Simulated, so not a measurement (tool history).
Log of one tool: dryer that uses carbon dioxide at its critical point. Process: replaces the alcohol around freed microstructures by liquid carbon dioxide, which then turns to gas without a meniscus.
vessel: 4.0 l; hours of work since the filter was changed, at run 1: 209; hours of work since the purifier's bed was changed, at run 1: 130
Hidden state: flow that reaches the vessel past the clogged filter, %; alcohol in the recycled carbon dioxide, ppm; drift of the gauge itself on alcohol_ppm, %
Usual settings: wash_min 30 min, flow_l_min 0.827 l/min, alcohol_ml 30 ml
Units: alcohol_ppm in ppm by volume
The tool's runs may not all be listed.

run,hour,wash_min,flow_l_min,alcohol_ml,hours of work since the filter was changed,hours of work since the purifier's bed was changed,alcohol_ppm
1,0.0,30,0.827,30,209,130,65
2,21.1,30,0.827,56,219,139,97
3,33.3,30,0.827,56,225,145,104
4,50.5,30,0.827,56,233,153,100
5,62.2,30,0.827,56,238,158,100
6,77.3,30,0.827,56,245,165,109
7,89.7,30,1.279,38,251,171,39
8,104.5,30,0.827,53,258,178,105
9,129.9,30,0.827,53,269,190,105
10,144.4,30,0.827,53,276,196,110
11,158.7,35,1.309,46,283,203,38
12,176.7,35,1.309,46,291,211,42

4 ways to go on from here, each from the tool as it stands after run 12. What would each give?
A,190.2,27,1.311,30,297,217,?
B,190.2,35,1.173,39,297,217,?
C,190.2,35,1.047,46,297,217,?
D,190.2,24,0.827,30,297,217,?

run,alcohol_ppm
A,45
B,47
C,50
D,168
Without the tool's hidden state the same runs would have given:
run,alcohol_ppm
A,4
B,8
C,9
D,94

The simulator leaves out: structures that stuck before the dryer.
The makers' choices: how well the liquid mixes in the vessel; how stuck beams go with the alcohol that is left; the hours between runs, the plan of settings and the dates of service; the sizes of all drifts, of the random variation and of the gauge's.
